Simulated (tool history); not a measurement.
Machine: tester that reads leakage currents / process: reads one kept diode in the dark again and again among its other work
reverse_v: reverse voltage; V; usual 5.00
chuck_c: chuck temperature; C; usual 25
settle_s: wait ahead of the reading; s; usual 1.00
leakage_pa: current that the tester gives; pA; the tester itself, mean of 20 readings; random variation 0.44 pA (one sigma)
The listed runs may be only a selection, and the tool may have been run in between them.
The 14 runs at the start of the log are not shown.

| run | hour | reverse_v | chuck_c | settle_s | leakage_pa |
|---|---|---|---|---|---|
|  | 1252.9 | chuck's temperature calibrated |
| 15 | 1285.0 | 3.57 | 25 | 1.00 | 148.87 |
| 16 | 1393.3 | 3.57 | 25 | 1.00 | 150.12 |
| 17 | 1505.0 | 3.57 | 25 | 1.00 | 150.29 |
| 18 | 1625.9 | 3.57 | 25 | 1.00 | 151.40 |
|  | 1678.3 | chuck's temperature calibrated, once more |
| 19 | 1729.4 | 5.00 | 25 | 0.62 | 149.69 |
| 20 | 1824.2 | 1.55 | 25 | 0.32 | 95.13 |
| 21 | 1922.2 | 1.55 | 25 | 0.32 | 96.41 |
| 22 | 2037.6 | 5.00 | 23 | 1.00 | 125.89 |
| 23 | 2143.0 | 3.49 | 50 | 1.00 | 1148.62 |
| 24 | 2254.2 | 4.14 | 50 | 1.00 | 1235.59 |
| 25 | 2377.4 | 8.54 | 42 | 3.42 | 844.85 |
| 26 | 2509.3 | 6.20 | 30 | 1.96 | 267.36 |
| 27 | 2574.9 | 6.20 | 30 | 1.96 | 267.36 |
| 28 | 2677.0 | 1.23 | 44 | 4.51 | 483.80 |
| 29 | 2801.3 | 3.62 | 44 | 9.05 | 738.57 |
| 30 | 2928.7 | 3.62 | 44 | 9.05 | 737.88 |
|  | 2957.6 | tester calibrated |
| 31 | 3009.7 | 14.71 | 29 | 1.88 | 347.25 |
| 32 | 3084.6 | 5.00 | 25 | 8.74 | 156.09 |
| 33 | 3161.6 | 5.78 | 25 | 6.36 | 166.56 |
| 34 | 3250.0 | 5.78 | 25 | 6.36 | 166.67 |
| 35 | 3364.9 | 5.78 | 25 | 6.36 | 168.92 |
| 36 | 3485.5 | 15.51 | 21 | 2.87 | 177.19 |
|  | 3561.8 | chuck's temperature calibrated |
| 37 | 3599.6 | 15.51 | 21 | 2.87 | 164.49 |

Consider 5 possible next runs. They are alternatives, not a sequence: every one starts from the tool as it was left by run 37. What does each give?
| A | 3736.9 | 15.51 | 54 | 2.87 | ? |
| B | 3736.9 | 15.51 | 24 | 2.87 | ? |
| C | 3736.9 | 15.51 | 21 | 7.39 | ? |
| D | 3736.9 | 1.27 | 25 | 2.61 | ? |
| E | 3736.9 | 19.77 | 25 | 1.00 | ? |

| run | leakage_pa |
|---|---|
| A | 2767.56 |
| B | 216.82 |
| C | 163.49 |
| D | 86.97 |
| E | 267.18 |
Stripped of hidden state, with their random variation kept, the same runs would have yielded:
| run | leakage_pa |
|---|---|
| A | 2702.66 |
| B | 204.28 |
| C | 152.18 |
| D | 84.24 |
| E | 251.58 |

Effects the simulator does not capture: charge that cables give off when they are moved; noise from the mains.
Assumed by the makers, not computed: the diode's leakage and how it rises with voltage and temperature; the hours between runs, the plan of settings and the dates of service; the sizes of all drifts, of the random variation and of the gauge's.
